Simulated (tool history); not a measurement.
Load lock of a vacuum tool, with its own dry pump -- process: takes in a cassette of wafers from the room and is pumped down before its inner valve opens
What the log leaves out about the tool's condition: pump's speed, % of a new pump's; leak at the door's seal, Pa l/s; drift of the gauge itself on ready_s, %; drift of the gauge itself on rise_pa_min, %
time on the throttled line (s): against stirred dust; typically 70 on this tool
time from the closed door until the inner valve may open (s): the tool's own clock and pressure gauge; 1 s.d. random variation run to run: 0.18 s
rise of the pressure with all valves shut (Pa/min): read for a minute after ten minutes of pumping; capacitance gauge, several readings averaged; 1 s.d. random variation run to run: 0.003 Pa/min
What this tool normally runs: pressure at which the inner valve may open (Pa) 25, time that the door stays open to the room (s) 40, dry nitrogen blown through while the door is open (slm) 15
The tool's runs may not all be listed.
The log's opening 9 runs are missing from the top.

run     day  time on the throttled line (s)  pressure at which the inner valve may open (Pa)  time that the door stays open to the room (s)  dry nitrogen blown through while the door is open (slm)  hours that the pump has run since its overhaul  times that the door has closed on its seal  incoming humidity of the room's air, %  time from the closed door until the inner valve may open (s)  rise of the pressure with all valves shut (Pa/min)
 10  30.412                              70                                               25                                             40                                                       15                                           15371                                        4116                                    44.9                                                          88.5                                               0.044
 11  32.446                              70                                               25                                             40                                                       15                                           15420                                        4245                                    45.3                                                          88.3                                               0.039
 12  37.146                              70                                               25                                             94                                                       15                                           15532                                        4540                                    40.9                                                          88.4                                               0.063
 13  40.904                              70                                               25                                             40                                                       15                                           15623                                        4777                                    46.1                                                          88.5                                               0.039
 14  44.358                              70                                               25                                             40                                                       15                                           15706                                        4994                                    44.8                                                          88.5                                               0.041
 15  47.238                              70                                               25                                             40                                                       15                                           15775                                        5176                                    48.7                                                          88.9                                               0.049
 16  52.004                              53                                               25                                             40                                                       15                                           15889                                        5476                                    42.2                                                          73.0                                               0.040
 17  56.196                              53                                               25                                             40                                                        4                                           15990                                        5740                                    45.0                                                          73.2                                               0.050
 18  59.821                              53                                               25                                             40                                                        4                                           16077                                        5968                                    47.4                                                          73.5                                               0.055
 19  63.638                              53                                               25                                             40                                                        4                                           16168                                        6208                                    45.7                                                          73.2                                               0.054
 20  65.962                              53                                               25                                             40                                                        4                                           16224                                        6355                                    45.8                                                          73.1                                               0.054
 21  68.492                              71                                               25                                             40                                                        4                                           16285                                        6514                                    46.0                                                          89.3                                               0.054
 22  71.175                              70                                               38                                             40                                                        6                                           16349                                        6683                                    46.5                                                          87.3                                               0.049
 23  73.629                              70                                               25                                             68                                                        4                                           16408                                        6837                                    44.3                                                          88.7                                               0.067
 24  77.262                              40                                               25                                             33                                                       24                                           16495                                        7066                                    45.0                                                          61.7                                               0.037
 25  80.642                              70                                               38                                             40                                                       11                                           16576                                        7279                                    44.1                                                          87.4                                               0.047
 26  85.425                              68                                               48                                             40                                                       22                                           16691                                        7580                                    39.9                                                          84.7                                               0.034
 27  89.442                              73                                               23                                             40                                                        7                                           16788                                        7833                                    45.2                                                          91.8                                               0.054

Run 28, settings as shown, results not yet in. Your forecast:
 28  93.167                              56                                               23                                             40                                                        7                                           16877                                        8067                                    44.9                                                             ?                                                   ?

time from the closed door until the inner valve may open (s): 76.3
rise of the pressure with all valves shut (Pa/min): 0.050
On a tool with no hidden condition, and with the same random variation, this run would have come out at time from the closed door until the inner valve may open (s) 74.8, rise of the pressure with all valves shut (Pa/min) 0.042.
